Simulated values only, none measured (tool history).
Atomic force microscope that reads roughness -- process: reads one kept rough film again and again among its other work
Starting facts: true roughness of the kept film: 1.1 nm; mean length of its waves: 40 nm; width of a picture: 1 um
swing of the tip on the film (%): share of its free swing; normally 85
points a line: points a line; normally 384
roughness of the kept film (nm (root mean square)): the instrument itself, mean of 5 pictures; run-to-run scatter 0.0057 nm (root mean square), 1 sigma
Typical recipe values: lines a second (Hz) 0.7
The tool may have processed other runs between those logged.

run   hour  lines a second (Hz)  swing of the tip on the film (%)  points a line  roughness of the kept film (nm (root mean square))
  1      0                  0.7                                85            384                                               0.975
       7.8  -- new tip fitted
  2   31.4                  0.7                                85            427                                               1.028
  3   49.1                  0.7                                85            427                                                1.02
  4   85.7                  0.7                                85            427                                               1.012
  5  113.2                  0.7                                85            427                                               0.999
  6  150.6                  0.7                                85            427                                                0.99
     155.3  -- height scale calibrated on a step standard
  7  194.5                  0.7                                85            427                                               0.982
  8  223.4                  0.7                                85            427                                               0.984
     228.3  -- new tip fitted
  9  261.4                  0.7                                59            384                                               1.061
 10  290.6                1.279                                85            387                                               0.983
     334.5  -- height scale calibrated on a step standard, once more
 11  335.1                3.166                                66            381                                               0.965
 12  369.7                0.636                                85            984                                               0.995
 13  400.7                0.791                                58            351                                                1.01
 14  444.4                3.433                                66            503                                               0.937
     450.5  -- new tip fitted
 15  462.6                 3.39                                66            709                                               0.987
 16  496.6                2.033                                79            337                                               0.958
 17  522.3                2.033                                79            274                                                0.95

What if the next run were any one of these 3? Each begins from the tool's condition after run 17:
  A  552.8                2.033                                68            431                                                   ?
  B  552.8                0.829                                85            384                                                   ?
  C  552.8                0.737                                85            384                                                   ?

run  roughness of the kept film (nm (root mean square))
  A                                               0.994
  B                                               0.999
  C                                               1.001
What these runs would have given with no unlogged condition in the tool:
run  roughness of the kept film (nm (root mean square))
  A                                                1.02
  B                                               1.025
  C                                               1.027
